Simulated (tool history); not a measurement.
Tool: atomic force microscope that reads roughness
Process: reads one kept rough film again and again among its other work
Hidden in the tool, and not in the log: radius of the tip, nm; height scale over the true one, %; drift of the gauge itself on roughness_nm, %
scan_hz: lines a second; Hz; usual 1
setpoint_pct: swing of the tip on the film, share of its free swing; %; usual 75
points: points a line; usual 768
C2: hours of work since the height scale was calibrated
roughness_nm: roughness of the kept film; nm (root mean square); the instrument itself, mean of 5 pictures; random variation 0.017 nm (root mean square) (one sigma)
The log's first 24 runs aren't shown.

Run 25, hour 338.1: usual settings but points 391; pictures with this tip 282; C2 47. Result: roughness_nm 3.084 nm (root mean square).
Run 26, hour 347.9: usual settings but points 317; pictures with this tip 294; C2 52. Result: roughness_nm 3.067 nm (root mean square).
At hour 354.1: new tip fitted.
Run 27, hour 363.6: usual settings but scan_hz 1.8 Hz; pictures with this tip 12; C2 59. Result: roughness_nm 3.912 nm (root mean square).
Run 28, hour 379.9: usual settings but scan_hz 1.8 Hz; pictures with this tip 32; C2 67. Result: roughness_nm 3.84 nm (root mean square).
Run 29, hour 388.1: usual settings but scan_hz 2.78 Hz, setpoint_pct 71 %, points 888; pictures with this tip 42; C2 70. Result: roughness_nm 3.731 nm (root mean square).
Run 30, hour 405.2: usual settings but scan_hz 2.78 Hz, setpoint_pct 71 %, points 888; pictures with this tip 63; C2 78. Result: roughness_nm 3.636 nm (root mean square).
Run 31, hour 419.3: usual settings but scan_hz 2.78 Hz, setpoint_pct 71 %, points 888; pictures with this tip 81; C2 85. Result: roughness_nm 3.59 nm (root mean square).
Run 32, hour 438.7: usual settings but scan_hz 2.78 Hz, setpoint_pct 71 %, points 888; pictures with this tip 105; C2 94. Result: roughness_nm 3.476 nm (root mean square).
Run 33, hour 450.2: usual settings but scan_hz 1.51 Hz, setpoint_pct 83 %, points 888; pictures with this tip 119; C2 99. Result: roughness_nm 3.457 nm (root mean square).
Run 34, hour 462.7: usual settings but scan_hz 1.14 Hz, setpoint_pct 80 %, points 905; pictures with this tip 135; C2 105. Result: roughness_nm 3.462 nm (root mean square).
Run 35, hour 472.9: usual settings but scan_hz 1.14 Hz, setpoint_pct 80 %, points 905; pictures with this tip 147; C2 110. Result: roughness_nm 3.455 nm (root mean square).
Run 36, hour 492.7: usual settings but scan_hz 1.14 Hz, setpoint_pct 80 %, points 905; pictures with this tip 172; C2 119. Result: roughness_nm 3.405 nm (root mean square).
Run 37, hour 510.6: usual settings but setpoint_pct 78 %, points 416; pictures with this tip 194; C2 128. Result: roughness_nm 3.315 nm (root mean square).

4 ways to go on from here, each from the tool as it stands after run 37. What would each give?
Run A, hour 524.2: usual settings but setpoint_pct 79 %, points 640; pictures with this tip 211; C2 134. Result: roughness_nm ?.
Run B, hour 524.2: usual settings but scan_hz 0.94 Hz, setpoint_pct 78 %, points 416; pictures with this tip 211; C2 134. Result: roughness_nm ?.
Run C, hour 524.2: usual settings but points 518; pictures with this tip 211; C2 134. Result: roughness_nm ?.
Run D, hour 524.2: usual settings but setpoint_pct 81 %, points 706; pictures with this tip 211; C2 134. Result: roughness_nm ?.

run  roughness_nm
  A         3.241
  B         3.282
  C         3.305
  D         3.279
Without the tool's hidden state the same runs would have given:
run  roughness_nm
  A         4.012
  B         4.064
  C         4.092
  D          4.06

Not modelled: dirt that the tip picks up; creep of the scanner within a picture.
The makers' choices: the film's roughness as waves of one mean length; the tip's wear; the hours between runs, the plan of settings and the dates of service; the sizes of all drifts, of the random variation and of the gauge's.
